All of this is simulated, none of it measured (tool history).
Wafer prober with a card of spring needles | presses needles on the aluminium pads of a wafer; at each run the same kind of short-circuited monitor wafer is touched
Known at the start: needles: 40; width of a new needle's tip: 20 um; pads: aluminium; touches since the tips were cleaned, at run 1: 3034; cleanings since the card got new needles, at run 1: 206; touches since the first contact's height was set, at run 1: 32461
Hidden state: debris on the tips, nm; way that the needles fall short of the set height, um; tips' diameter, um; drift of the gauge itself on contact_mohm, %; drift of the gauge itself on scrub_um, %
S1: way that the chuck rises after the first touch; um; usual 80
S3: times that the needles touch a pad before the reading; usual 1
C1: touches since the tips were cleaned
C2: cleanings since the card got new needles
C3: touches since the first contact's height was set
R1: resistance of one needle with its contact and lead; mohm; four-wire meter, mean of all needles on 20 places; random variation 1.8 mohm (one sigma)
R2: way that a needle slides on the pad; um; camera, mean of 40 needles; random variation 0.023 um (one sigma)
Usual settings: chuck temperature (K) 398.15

run 1 hour=0 | S1=80 chuck_temperature_(K)=398.15 S3=1 | C1=3034 C2=206 C3=32461 | R1=263 R2=14.87
-- hour=9.5 tips cleaned on abrasive film
-- hour=25.3 tips cleaned on abrasive film
-- hour=41.1 tips cleaned on abrasive film
-- hour=54 height of the first contact set anew
-- hour=57.2 tips cleaned on abrasive film
run 2 hour=62.3 | S1=80 chuck_temperature_(K)=398.15 S3=1 | C1=2791 C2=210 C3=4521 | R1=268 R2=14.93
-- hour=71.8 tips cleaned on abrasive film
-- hour=87.6 tips cleaned on abrasive film
-- hour=101.2 tips cleaned on abrasive film
run 3 hour=101.2 | S1=80 chuck_temperature_(K)=398.15 S3=1 | C1=0 C2=213 C3=25845 | R1=200 R2=14.89
-- hour=117 tips cleaned on abrasive film
-- hour=132.8 tips cleaned on abrasive film
-- hour=148.6 tips cleaned on abrasive film
-- hour=162.7 tips cleaned on abrasive film
run 4 hour=162.7 | S1=80 chuck_temperature_(K)=398.15 S3=1 | C1=0 C2=217 C3=59518 | R1=206 R2=14.77
-- hour=169.3 height of the first contact set anew
-- hour=178.8 tips cleaned on abrasive film
-- hour=194.6 tips cleaned on abrasive film
run 5 hour=205.1 | S1=80 chuck_temperature_(K)=302.15 S3=1 | C1=5775 C2=219 C3=19624 | R1=266 R2=14.89
-- hour=208.3 tips cleaned on abrasive film
-- hour=224.1 tips cleaned on abrasive film
-- hour=239.9 tips cleaned on abrasive film
-- hour=255.7 tips cleaned on abrasive film
-- hour=268.4 tips cleaned on abrasive film
-- hour=284.2 tips cleaned on abrasive film
-- hour=284.5 height of the first contact set anew
run 6 hour=289.7 | S1=80 chuck_temperature_(K)=398.15 S3=2 | C1=2855 C2=225 C3=2855 | R1=233 R2=14.95
-- hour=299.2 tips cleaned on abrasive film
-- hour=315 tips cleaned on abrasive film
-- hour=327.6 tips cleaned on abrasive film
-- hour=343.4 tips cleaned on abrasive film
-- hour=356.1 tips cleaned on abrasive film
-- hour=371.9 tips cleaned on abrasive film
run 7 hour=374.1 | S1=80 chuck_temperature_(K)=398.15 S3=2 | C1=1194 C2=231 C3=49056 | R1=222 R2=14.89
-- hour=386.7 tips cleaned on abrasive film
-- hour=399.6 height of the first contact set anew
-- hour=402.8 tips cleaned on abrasive film
run 8 hour=414 | S1=80 chuck_temperature_(K)=398.15 S3=1 | C1=6182 C2=233 C3=7913 | R1=279 R2=14.93
-- hour=417.3 tips cleaned on abrasive film
-- hour=433.1 tips cleaned on abrasive film
-- hour=448.9 tips cleaned on abrasive film
run 9 hour=459 | S1=80 chuck_temperature_(K)=398.15 S3=1 | C1=5618 C2=236 C3=32572 | R1=278 R2=14.86
-- hour=462.3 tips cleaned on abrasive film
-- hour=478.1 tips cleaned on abrasive film
-- hour=490.7 tips cleaned on abrasive film
-- hour=506.5 tips cleaned on abrasive film
-- hour=513.1 height of the first contact set anew
-- hour=519.5 tips cleaned on abrasive film
-- hour=534.5 tips cleaned on abrasive film
run 10 hour=534.5 | S1=80 chuck_temperature_(K)=398.15 S3=1 | C1=0 C2=242 C3=11692 | R1=209 R2=14.95
-- hour=550.3 tips cleaned on abrasive film
-- hour=566.1 tips cleaned on abrasive film
-- hour=581.9 tips cleaned on abrasive film
-- hour=595.1 tips cleaned on abrasive film
run 11 hour=595.1 | S1=95 chuck_temperature_(K)=398.15 S3=1 | C1=0 C2=246 C3=44859 | R1=198 R2=17.6
-- hour=607.7 tips cleaned on abrasive film
-- hour=623.5 tips cleaned on abrasive film
-- hour=627 height of the first contact set anew
-- hour=639.6 tips cleaned on abrasive film
-- hour=652.3 tips cleaned on abrasive film
-- hour=668.1 tips cleaned on abrasive film
run 12 hour=674.4 | S1=95 chuck_temperature_(K)=336.15 S3=1 | C1=3472 C2=251 C3=25975 | R1=244 R2=17.72
-- hour=683.7 tips cleaned on abrasive film
-- hour=699.5 tips cleaned on abrasive film
-- hour=715.3 tips cleaned on abrasive film
run 13 hour=715.6 | S1=67 chuck_temperature_(K)=336.15 S3=1 | C1=140 C2=254 C3=48510 | R1=196 R2=12.39
-- hour=728.2 tips cleaned on abrasive film
-- hour=740.9 tips cleaned on abrasive film
-- hour=741.2 height of the first contact set anew
-- hour=757 tips cleaned on abrasive film
-- hour=769.6 tips cleaned on abrasive film
-- hour=785.4 tips cleaned on abrasive film
-- hour=799.8 tips cleaned on abrasive film
run 14 hour=799.8 | S1=67 chuck_temperature_(K)=336.15 S3=1 | C1=0 C2=260 C3=32096 | R1=193 R2=12.44
-- hour=815.6 tips cleaned on abrasive film
-- hour=831.4 tips cleaned on abrasive film
-- hour=847.2 tips cleaned on abrasive film
-- hour=853.8 height of the first contact set anew
-- hour=863.3 tips cleaned on abrasive film
-- hour=879.1 tips cleaned on abrasive film
-- hour=892.5 tips cleaned on abrasive film
run 15 hour=892.5 | S1=65 chuck_temperature_(K)=398.15 S3=1 | C1=0 C2=266 C3=21185 | R1=214 R2=12.1
-- hour=908.3 tips cleaned on abrasive film
-- hour=920.9 tips cleaned on abrasive film
-- hour=936.7 tips cleaned on abrasive film
-- hour=952.5 tips cleaned on abrasive film
run 16 hour=953.4 | S1=65 chuck_temperature_(K)=398.15 S3=1 | C1=504 C2=270 C3=54578 | R1=248 R2=12.02
-- hour=966.1 tips cleaned on abrasive film
-- hour=966.4 height of the first contact set anew
-- hour=979.1 tips cleaned on abrasive film
-- hour=994.9 tips cleaned on abrasive film
-- hour=1010.7 tips cleaned on abrasive film
run 17 hour=1022.2 | S1=68 chuck_temperature_(K)=372.15 S3=1 | C1=6383 C2=274 C3=30619 | R1=318 R2=12.64
-- hour=1025.5 tips cleaned on abrasive film
-- hour=1041.3 tips cleaned on abrasive film
-- hour=1057.1 tips cleaned on abrasive film
-- hour=1072.9 tips cleaned on abrasive film
-- hour=1079.5 height of the first contact set anew
-- hour=1089 tips cleaned on abrasive film
run 18 hour=1097 | S1=68 chuck_temperature_(K)=395.15 S3=1 | C1=4416 C2=279 C3=9609 | R1=317 R2=12.73
-- hour=1103.4 tips cleaned on abrasive film
-- hour=1116 tips cleaned on abrasive film
-- hour=1131.8 tips cleaned on abrasive film
-- hour=1147.6 tips cleaned on abrasive film
run 19 hour=1149.1 | S1=68 chuck_temperature_(K)=395.15 S3=1 | C1=833 C2=283 C3=38138 | R1=246 R2=12.59
-- hour=1161.8 tips cleaned on abrasive film
-- hour=1177.6 tips cleaned on abrasive film
-- hour=1193.4 tips cleaned on abrasive film
-- hour=1193.7 height of the first contact set anew
run 20 hour=1197.9 | S1=62 chuck_temperature_(K)=395.15 S3=2 | C1=2352 C2=286 C3=2352 | R1=264 R2=11.61
-- hour=1207.5 tips cleaned on abrasive film
-- hour=1223.3 tips cleaned on abrasive film
-- hour=1235.9 tips cleaned on abrasive film
-- hour=1251.7 tips cleaned on abrasive film
-- hour=1267.5 tips cleaned on abrasive film
run 21 hour=1274.9 | S1=92 chuck_temperature_(K)=318.15 S3=2 | C1=4097 C2=291 C3=44533 | R1=215 R2=17.06
-- hour=1281.3 tips cleaned on abrasive film
-- hour=1297.1 tips cleaned on abrasive film
-- hour=1306.8 height of the first contact set anew
-- hour=1313.2 tips cleaned on abrasive film
run 22 hour=1314.9 | S1=80 chuck_temperature_(K)=304.15 S3=1 | C1=908 C2=294 C3=4370 | R1=219 R2=14.91
-- hour=1327.5 tips cleaned on abrasive film
-- hour=1340.2 tips cleaned on abrasive film
-- hour=1356 tips cleaned on abrasive film
-- hour=1371.8 tips cleaned on abrasive film
-- hour=1387.6 tips cleaned on abrasive film
run 23 hour=1391.4 | S1=80 chuck_temperature_(K)=304.15 S3=1 | C1=2086 C2=299 C3=46270 | R1=254 R2=14.81
-- hour=1400.9 tips cleaned on abrasive film
-- hour=1416.7 tips cleaned on abrasive film
-- hour=1420.1 height of the first contact set anew
-- hour=1429.6 tips cleaned on abrasive film
-- hour=1445.4 tips cleaned on abrasive film
-- hour=1461.2 tips cleaned on abrasive film
-- hour=1477 tips cleaned on abrasive film
run 24 hour=1483.1 | S1=60 chuck_temperature_(K)=377.15 S3=1 | C1=3374 C2=305 C3=34533 | R1=335 R2=11.09
-- hour=1492.7 tips cleaned on abrasive film
-- hour=1508.5 tips cleaned on abrasive film
-- hour=1524.3 tips cleaned on abrasive film
-- hour=1534 height of the first contact set anew
-- hour=1540.4 tips cleaned on abrasive film
-- hour=1553 tips cleaned on abrasive film
-- hour=1566.3 tips cleaned on abrasive film
run 25 hour=1566.3 | S1=80 chuck_temperature_(K)=323.15 S3=1 | C1=0 C2=311 C3=17650 | R1=186 R2=14.87

3 ways to go on from here, each from the tool as it stands after run 25. What would each give?
-- hour=1579 tips cleaned on abrasive film
-- hour=1594.8 tips cleaned on abrasive film
-- hour=1608.4 tips cleaned on abrasive film
run A hour=1608.4 | S1=77 chuck_temperature_(K)=308.15 S3=2 | C1=0 C2=314 C3=40711 | R1=? R2=?
-- hour=1579 tips cleaned on abrasive film
-- hour=1594.8 tips cleaned on abrasive film
-- hour=1608.4 tips cleaned on abrasive film
run B hour=1608.4 | S1=80 chuck_temperature_(K)=398.15 S3=3 | C1=0 C2=314 C3=40711 | R1=? R2=?
-- hour=1579 tips cleaned on abrasive film
-- hour=1594.8 tips cleaned on abrasive film
-- hour=1608.4 tips cleaned on abrasive film
run C hour=1608.4 | S1=80 chuck_temperature_(K)=382.15 S3=2 | C1=0 C2=314 C3=40711 | R1=? R2=?

run=A R1=181 R2=14.27
run=B R1=196 R2=14.85
run=C R1=196 R2=14.83
Without the tool's hidden state the same runs would have given:
run=A R1=172 R2=14.39
run=B R1=188 R2=14.97
run=C R1=187 R2=14.96

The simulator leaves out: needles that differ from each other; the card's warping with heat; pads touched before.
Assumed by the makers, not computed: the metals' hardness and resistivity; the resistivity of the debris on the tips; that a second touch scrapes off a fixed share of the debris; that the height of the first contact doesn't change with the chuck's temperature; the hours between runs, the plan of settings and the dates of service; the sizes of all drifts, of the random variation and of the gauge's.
